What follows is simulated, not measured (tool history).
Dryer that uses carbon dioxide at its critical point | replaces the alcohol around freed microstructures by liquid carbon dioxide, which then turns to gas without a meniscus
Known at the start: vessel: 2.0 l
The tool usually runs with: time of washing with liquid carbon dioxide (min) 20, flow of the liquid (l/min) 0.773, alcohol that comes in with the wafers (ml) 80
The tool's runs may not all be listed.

run   hour  time of washing with liquid carbon dioxide (min)  flow of the liquid (l/min)  alcohol that comes in with the wafers (ml)  alcohol left in the vessel before it's heated (ppm by volume)
  1    0.0                                                20                       0.773                                          80                                                            109
  2   11.7                                                20                       1.308                                          80                                                             79
  3   24.0                                                20                       0.957                                          80                                                             80
  4   34.9                                                20                       0.957                                          80                                                             85
  5   49.3                                                20                       0.773                                          80                                                            123
  6   63.5                                                23                       0.773                                          80                                                            102
  7   82.6                                                20                       0.773                                          39                                                            108
  8   97.7                                                20                       1.104                                          80                                                             95
  9  107.6                                                13                       0.773                                          80                                                            586
 10  126.4                                                13                       0.773                                          80                                                            578
 11  146.5                                                20                       0.844                                          80                                                            125
 12  164.2                                                20                       1.167                                          80                                                            109
 13  177.9                                                20                       1.167                                          80                                                            103
 14  187.6                                                20                       0.773                                          80                                                            165
 15  202.8                                                20                       0.773                                          80                                                            166
 16  217.5                                                20                       0.773                                          80                                                            177
 17  233.5                                                20                       0.626                                          80                                                            323
 18  246.5                                                20                       0.626                                          80                                                            346
     257.0  -- inlet filter changed
 19  268.6                                                22                       0.773                                          80                                                            138
 20  282.6                                                22                       0.773                                          80                                                            151
 21  301.9                                                20                       0.927                                          88                                                            145
 22  320.8                                                20                       0.659                                          80                                                            223
 23  335.2                                                20                       0.945                                          50                                                            149
 24  344.7                                                13                       0.495                                         116                                                           3404
 25  359.3                                                26                       1.134                                          23                                                            145
 26  370.5                                                26                       1.134                                          23                                                            151
 27  385.9                                                19                       0.617                                          22                                                            206
 28  400.0                                                19                       0.617                                          47                                                            268
 29  418.2                                                20                       0.617                                          26                                                            216
 30  431.7                                                30                       0.818                                          53                                                            156
 31  446.4                                                25                       0.827                                          23                                                            161
 32  462.0                                                17                       0.679                                          23                                                            232
 33  471.5                                                20                       0.615                                          90                                                            366
 34  485.8                                                20                       0.615                                          90                                                            373
 35  503.8                                                13                       0.964                                          20                                                            199
 36  514.9                                                13                       0.964                                          20                                                            205
 37  526.9                                                13                       0.964                                          20                                                            210
 38  544.5                                                13                       0.964                                          20                                                            226

Below, some changes in alcohol left in the vessel before it's heated (ppm by volume) between adjacent runs. For each, the amount present without the hidden state too (settings, incoming material, random variation) and the amount remaining for the hidden state with gauge scatter not shared by both compared results:
Unlogged tool condition in this case: flow that reaches the vessel past the clogged filter, %; alcohol in the recycled carbon dioxide, ppm; drift of the gauge itself on alcohol_ppm, %.
Run 8 -> 9: time of washing with liquid carbon dioxide (min) 20 -> 13, flow of the liquid (l/min) 1.104 -> 0.773. alcohol left in the vessel before it's heated (ppm by volume) +491: hidden state +145, all else +346.
Run 23 -> 24: time of washing with liquid carbon dioxide (min) 20 -> 13, flow of the liquid (l/min) 0.945 -> 0.495, alcohol that comes in with the wafers (ml) 50 -> 116. alcohol left in the vessel before it's heated (ppm by volume) +3255: hidden state +223, all else +3032.
Run 24 -> 25: time of washing with liquid carbon dioxide (min) 13 -> 26, flow of the liquid (l/min) 0.495 -> 1.134, alcohol that comes in with the wafers (ml) 116 -> 23. alcohol left in the vessel before it's heated (ppm by volume) -3259: hidden state -223, all else -3036.
